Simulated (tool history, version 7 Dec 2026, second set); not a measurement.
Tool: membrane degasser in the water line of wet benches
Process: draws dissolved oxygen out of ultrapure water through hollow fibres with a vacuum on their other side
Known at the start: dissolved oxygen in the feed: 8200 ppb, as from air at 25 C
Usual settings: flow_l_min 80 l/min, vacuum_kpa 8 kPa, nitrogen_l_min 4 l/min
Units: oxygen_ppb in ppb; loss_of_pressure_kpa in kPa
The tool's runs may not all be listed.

run,hour,flow_l_min,vacuum_kpa,nitrogen_l_min,oxygen_ppb,loss_of_pressure_kpa
1,0,80,8,4,211.2,55.15
2,38.5,80,8.4,4,231.6,55.38
3,71.3,80,8.4,4,230.8,54.82
4,102.2,80,8.4,4,228.1,55.22
5,125.2,80,8.4,4,227.5,55.24
6,171.7,80,8.4,4,228.7,55.39
7,199.3,80,9.75,4,282,55.29
8,238.8,80,8,4,213.4,55.4
9,269.8,80,8,4,213.8,55.4
10,295.6,110,8,5.21,228.6,76.29
11,322.1,61,8.41,2,323.6,42.24
12,355.3,80,5.14,4.9,73.3,55.61
13,390.1,80,5.62,4,108.9,55.34
14,420.2,80,5.62,4,107.3,55.46
15,460.3,80,5.62,4,110.5,55.63
16,498.5,80,5.62,4,109.3,55.94
17,533.5,83,6.41,10.67,62.3,57.97

Forecast each of these 5 alternatives for the next run:
A,572.8,51,11.57,3.75,?,?
B,572.8,104,7.87,4,?,?
C,572.8,75,6.41,2.08,?,?
D,572.8,57,4.89,2.04,?,?
E,572.8,79,9.08,3.64,?,?

run,oxygen_ppb,loss_of_pressure_kpa
A,255.3,35.44
B,258.9,72.39
C,234.7,52.14
D,101,39.57
E,274.4,55.09
Without the tool's hidden state the same runs would have given:
run,oxygen_ppb,loss_of_pressure_kpa
A,255.1,35
B,258.5,71.5
C,234.3,51.5
D,100.6,39.08
E,274.1,54.42

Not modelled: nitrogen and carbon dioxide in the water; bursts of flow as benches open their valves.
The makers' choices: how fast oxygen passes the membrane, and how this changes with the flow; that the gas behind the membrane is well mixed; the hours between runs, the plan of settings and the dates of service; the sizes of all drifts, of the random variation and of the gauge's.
